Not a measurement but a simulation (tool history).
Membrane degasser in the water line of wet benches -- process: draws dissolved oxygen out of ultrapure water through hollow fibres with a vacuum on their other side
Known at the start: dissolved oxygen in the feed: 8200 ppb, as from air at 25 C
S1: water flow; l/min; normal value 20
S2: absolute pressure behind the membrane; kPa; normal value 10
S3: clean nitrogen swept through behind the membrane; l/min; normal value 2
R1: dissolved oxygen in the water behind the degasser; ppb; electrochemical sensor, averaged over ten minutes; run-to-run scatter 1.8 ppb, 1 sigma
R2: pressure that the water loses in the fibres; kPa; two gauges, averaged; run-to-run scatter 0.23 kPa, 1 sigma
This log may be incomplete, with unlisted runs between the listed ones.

run,hour,S1,S2,S3,R1,R2
1,0,20,10,2,186,57.58
2,64.3,20,10,2,185.5,57.19
3,148.5,20,10,2,185.7,57.24
4,255.5,20,10,2,186.5,57.11
5,366.6,20,10,2,184.5,57.24
6,462,20,6.9,2,116.6,57.66
7,586.8,21,10,2,199.3,60.12
8,679.3,20,10,2,191,57.71
9,747.1,20,10,2,184,57.79
10,803.5,20,10,2,188.9,57.47
11,915.5,20,10,2,189.5,57.75
12,1032.1,20,10,2,191.3,57.86
13,1101.1,20,10,2,191.8,57.86
14,1215.5,24,10,2,230.1,69.41
15,1332,24,10,2,233.3,69.18
16,1424.2,21,10,0.96,354.8,60.31
17,1529.2,21,10,0.96,352.8,60.7
18,1615.8,14,10.3,1,240.5,40.16
19,1680.3,14,14.6,4.37,102.2,40.28
20,1772.3,20,6,1.99,98.6,58.05
21,1824.9,20,6,1.99,98.5,57.82
22,1893.3,16,12.4,1.38,265.8,46.61
23,2008.7,16,12.4,1.38,267.1,46.03
24,2073.9,13,10,2,119.4,37.91
25,2188.7,13,21,2,291,37.33
26,2294.1,28,15,1.88,446,81.06

Here are 5 independent what-if runs from the current tool condition. What would each one return?
A,2402.7,27,9,2.48,?,?
B,2402.7,20,20.8,0.83,?,?
C,2402.7,28,8.3,1.88,?,?
D,2402.7,23,15,1.88,?,?
E,2402.7,14,16.6,3.97,?,?

run,R1,R2
A,210.3,78.09
B,870.9,58.02
C,240.2,81.18
D,367.7,66.82
E,129.3,40.72
Without the tool's unlogged condition, the same runs would have read:
run,R1,R2
A,197.9,76.09
B,854,56.54
C,226.1,79.1
D,355.1,65.12
E,123.5,39.68
